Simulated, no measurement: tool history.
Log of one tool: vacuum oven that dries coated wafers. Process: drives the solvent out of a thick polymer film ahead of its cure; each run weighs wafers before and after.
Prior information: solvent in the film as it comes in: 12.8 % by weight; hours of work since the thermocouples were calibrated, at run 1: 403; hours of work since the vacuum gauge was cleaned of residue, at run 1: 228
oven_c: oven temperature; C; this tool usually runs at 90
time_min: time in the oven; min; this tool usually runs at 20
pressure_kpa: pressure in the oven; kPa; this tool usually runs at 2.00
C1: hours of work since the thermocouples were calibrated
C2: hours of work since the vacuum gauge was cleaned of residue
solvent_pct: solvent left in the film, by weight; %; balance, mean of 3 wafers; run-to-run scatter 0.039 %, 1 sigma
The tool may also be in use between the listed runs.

run 1 hour=0.0 | oven_c=90 time_min=20 pressure_kpa=2.00 | C1=403 C2=228 | solvent_pct=2.74
run 2 hour=39.5 | oven_c=90 time_min=20 pressure_kpa=2.00 | C1=430 C2=255 | solvent_pct=2.82
run 3 hour=63.5 | oven_c=90 time_min=20 pressure_kpa=2.00 | C1=446 C2=271 | solvent_pct=2.66
run 4 hour=109.2 | oven_c=90 time_min=20 pressure_kpa=2.00 | C1=478 C2=303 | solvent_pct=2.79
run 5 hour=151.4 | oven_c=90 time_min=20 pressure_kpa=2.00 | C1=506 C2=332 | solvent_pct=2.79
run 6 hour=187.2 | oven_c=90 time_min=20 pressure_kpa=2.00 | C1=531 C2=356 | solvent_pct=2.77
run 7 hour=218.5 | oven_c=90 time_min=20 pressure_kpa=4.10 | C1=552 C2=377 | solvent_pct=3.26
run 8 hour=242.6 | oven_c=90 time_min=20 pressure_kpa=2.00 | C1=569 C2=394 | solvent_pct=2.74
run 9 hour=281.1 | oven_c=90 time_min=20 pressure_kpa=2.00 | C1=595 C2=420 | solvent_pct=2.78
run 10 hour=319.0 | oven_c=90 time_min=20 pressure_kpa=2.00 | C1=621 C2=446 | solvent_pct=2.75
run 11 hour=340.4 | oven_c=90 time_min=20 pressure_kpa=2.00 | C1=636 C2=461 | solvent_pct=2.74
run 12 hour=375.5 | oven_c=78 time_min=31 pressure_kpa=2.00 | C1=660 C2=485 | solvent_pct=4.29
run 13 hour=394.6 | oven_c=91 time_min=31 pressure_kpa=4.06 | C1=673 C2=498 | solvent_pct=2.01
run 14 hour=438.8 | oven_c=75 time_min=20 pressure_kpa=1.20 | C1=703 C2=528 | solvent_pct=6.24
run 15 hour=476.9 | oven_c=75 time_min=20 pressure_kpa=1.20 | C1=729 C2=555 | solvent_pct=6.17
run 16 hour=510.2 | oven_c=75 time_min=20 pressure_kpa=1.20 | C1=752 C2=577 | solvent_pct=6.19
run 17 hour=545.4 | oven_c=95 time_min=11 pressure_kpa=1.98 | C1=776 C2=601 | solvent_pct=3.49
run 18 hour=581.9 | oven_c=95 time_min=11 pressure_kpa=1.98 | C1=801 C2=626 | solvent_pct=3.58

Measured minus without-hidden-state, run by run (identical run-to-run variation in each term; gauge scatter may differ):
What the log doesn't record here: true wafer temperature over the reading, C; true pressure over the reading, kPa; drift of the gauge itself on solvent_pct, %.
run=1 solvent_pct=-0.13
run=2 solvent_pct=-0.13
run=3 solvent_pct=-0.13
run=4 solvent_pct=-0.15
run=5 solvent_pct=-0.15
run=6 solvent_pct=-0.16
run=7 solvent_pct=-0.18
run=8 solvent_pct=-0.17
run=9 solvent_pct=-0.18
run=10 solvent_pct=-0.18
run=11 solvent_pct=-0.20
run=12 solvent_pct=-0.22
run=13 solvent_pct=-0.12
run=14 solvent_pct=-0.21
run=15 solvent_pct=-0.22
run=16 solvent_pct=-0.23
run=17 solvent_pct=-0.25
run=18 solvent_pct=-0.27
